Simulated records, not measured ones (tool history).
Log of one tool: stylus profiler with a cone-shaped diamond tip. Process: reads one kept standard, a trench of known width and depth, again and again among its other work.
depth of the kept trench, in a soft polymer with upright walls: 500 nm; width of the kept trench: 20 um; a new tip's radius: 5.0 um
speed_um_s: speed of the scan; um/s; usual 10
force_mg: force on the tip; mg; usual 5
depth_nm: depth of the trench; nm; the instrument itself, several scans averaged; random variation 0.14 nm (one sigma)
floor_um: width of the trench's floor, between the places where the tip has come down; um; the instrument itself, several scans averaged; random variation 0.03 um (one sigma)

run,hour,speed_um_s,force_mg,depth_nm,floor_um
1,0,10,5,514.8,14.58
2,91.6,10,5,514.79,14.6
3,172.6,10,1.81,509.31,14.57
4,215.7,10,2.9,511.3,14.51
5,278.1,10,2.9,511.45,14.52
6,318.8,6,5,515.29,14.48
7,386.5,6,5,515.3,14.43
8,433.7,9,12.18,524.8,14.42
9,531.1,37,5.12,515.44,14.37
10,574.6,37,9.07,521.32,14.34
# hour 582.5: height scale calibrated on a step standard
11,645.3,37,9.07,522.56,14.34
12,733.3,19,6.26,518.91,14.35
13,795.5,34,5.07,516.88,14.28

Forecast run 14:
# hour 836.7: height scale calibrated on a step standard, once more
14,845.2,23,2.67,?,?

Run 14 gave depth_nm 508.03 nm, floor_um 14.3 um.
Without the tool's hidden state the same run would have given depth_nm 507.92 nm, floor_um 15.6 um.
